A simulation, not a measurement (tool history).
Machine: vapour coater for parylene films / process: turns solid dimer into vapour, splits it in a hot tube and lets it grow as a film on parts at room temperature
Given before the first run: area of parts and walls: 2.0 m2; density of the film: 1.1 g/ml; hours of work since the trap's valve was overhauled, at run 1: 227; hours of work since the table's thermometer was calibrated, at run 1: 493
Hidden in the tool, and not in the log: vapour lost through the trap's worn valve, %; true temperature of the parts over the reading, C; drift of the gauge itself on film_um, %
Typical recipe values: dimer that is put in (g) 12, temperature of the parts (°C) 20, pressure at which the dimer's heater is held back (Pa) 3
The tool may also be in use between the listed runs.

run,hour,dimer that is put in (g),temperature of the parts (°C),pressure at which the dimer's heater is held back (Pa),hours of work since the trap's valve was overhauled,hours of work since the table's thermometer was calibrated,thickness of the film (µm)
1,0,12,20,3,227,493,4.53
2,23.2,12,20,4.54,242,508,4.1
3,43.2,12,20,3.05,255,520,4.47
4,73.8,12,20,2.3,274,540,4.79
5,94.3,12,20,3,288,554,4.48
6,125.7,12,20,3,308,574,4.5
# hour 140.4: trap's valve overhauled
7,155,12,20,3,9,590,4.66
8,173.2,12,20,3,21,602,4.61
9,197.6,12,20,7.83,37,618,3.68
10,228.5,12,20,7.83,57,638,3.69
11,257.9,12,20,7.83,76,657,3.67
12,287.7,12,20,3,95,676,4.61
13,326.2,12,20,3,120,701,4.57
14,352.1,20,13,3.6,137,718,8.69
15,385,11,13,3,158,739,4.8
16,424.4,13,14,8.2,184,764,4.96
17,460.3,14,12,4.33,207,788,6.04
18,491.1,12,20,2.46,227,808,4.72
19,523.8,7,20,3.66,248,829,2.52
20,559.3,12,29,3,271,852,3.13
21,580.2,17,17,5.15,284,865,6.32
22,612.6,17,17,5.15,305,886,6.32
# hour 631.3: trap's valve overhauled
23,644.2,14,17,9.74,8,904,4.69
24,676.4,10,17,2.16,29,925,4.42
25,708.5,10,13,2.62,50,946,4.42

Consider 4 possible next runs. They are alternatives, not a sequence: every one starts from the tool as it was left by run 25. What does each give?
A,736.3,21,15,7.38,68,964,?
B,736.3,17,20,6.19,68,964,?
C,736.3,17,13,2.62,68,964,?
D,736.3,5,20,3,68,964,?

run,thickness of the film (µm)
A,8.03
B,5.55
C,7.51
D,1.94
Had the tool no hidden state, the same runs would have come out as:
run,thickness of the film (µm)
A,8
B,5.53
C,7.58
D,1.93

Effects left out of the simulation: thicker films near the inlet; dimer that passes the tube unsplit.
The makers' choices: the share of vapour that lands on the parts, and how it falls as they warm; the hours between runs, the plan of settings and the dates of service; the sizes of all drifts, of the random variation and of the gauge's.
